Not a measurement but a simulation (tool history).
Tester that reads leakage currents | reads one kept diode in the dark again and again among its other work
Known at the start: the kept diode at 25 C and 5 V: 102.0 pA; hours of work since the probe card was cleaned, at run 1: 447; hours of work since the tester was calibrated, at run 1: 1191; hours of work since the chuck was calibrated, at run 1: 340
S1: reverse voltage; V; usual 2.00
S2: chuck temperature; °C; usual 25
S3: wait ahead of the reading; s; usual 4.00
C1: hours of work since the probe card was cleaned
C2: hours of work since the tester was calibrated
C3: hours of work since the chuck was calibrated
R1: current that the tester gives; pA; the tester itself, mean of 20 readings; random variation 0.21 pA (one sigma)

run,day,S1,S2,S3,C1,C2,C3,R1
1,0.000,2.00,25,4.00,447,1191,340,67.63
2,1.962,2.00,25,4.00,469,1214,362,67.83
3,5.608,7.60,25,4.00,511,1256,404,118.68
4,8.704,7.60,25,4.00,546,1291,439,117.59
5,11.217,2.00,27,4.00,575,1320,468,80.03
6,12.992,2.00,27,4.00,595,1340,488,79.50
# day 13.425: chuck's temperature calibrated
7,15.838,2.00,27,4.00,627,1372,28,78.81
8,19.188,2.00,27,4.00,665,1410,66,78.29
9,22.071,2.00,27,4.00,698,1443,99,78.00
10,24.762,2.00,21,4.00,729,1474,130,45.41
11,28.954,2.00,21,0.89,777,1522,178,45.71
12,32.062,2.00,45,0.38,813,1558,213,349.70
# day 32.775: chuck's temperature calibrated, once more
13,35.442,12.63,25,8.90,850,1595,31,151.61
14,39.596,3.74,30,2.13,898,1643,78,139.92
15,43.350,9.51,23,2.13,941,1686,121,111.72

4 ways to go on from here, each from the tool as it stands after run 15. What would each give?
A,46.321,1.28,59,4.40,975,1720,155,?
B,46.321,2.00,25,4.13,975,1720,155,?
C,46.321,1.58,20,0.33,975,1720,155,?
D,46.321,10.53,23,1.61,975,1720,155,?

run,R1
A,872.91
B,68.98
C,40.27
D,116.38
Without the tool's hidden state the same runs would have given:
run,R1
A,885.01
B,69.85
C,40.75
D,117.09

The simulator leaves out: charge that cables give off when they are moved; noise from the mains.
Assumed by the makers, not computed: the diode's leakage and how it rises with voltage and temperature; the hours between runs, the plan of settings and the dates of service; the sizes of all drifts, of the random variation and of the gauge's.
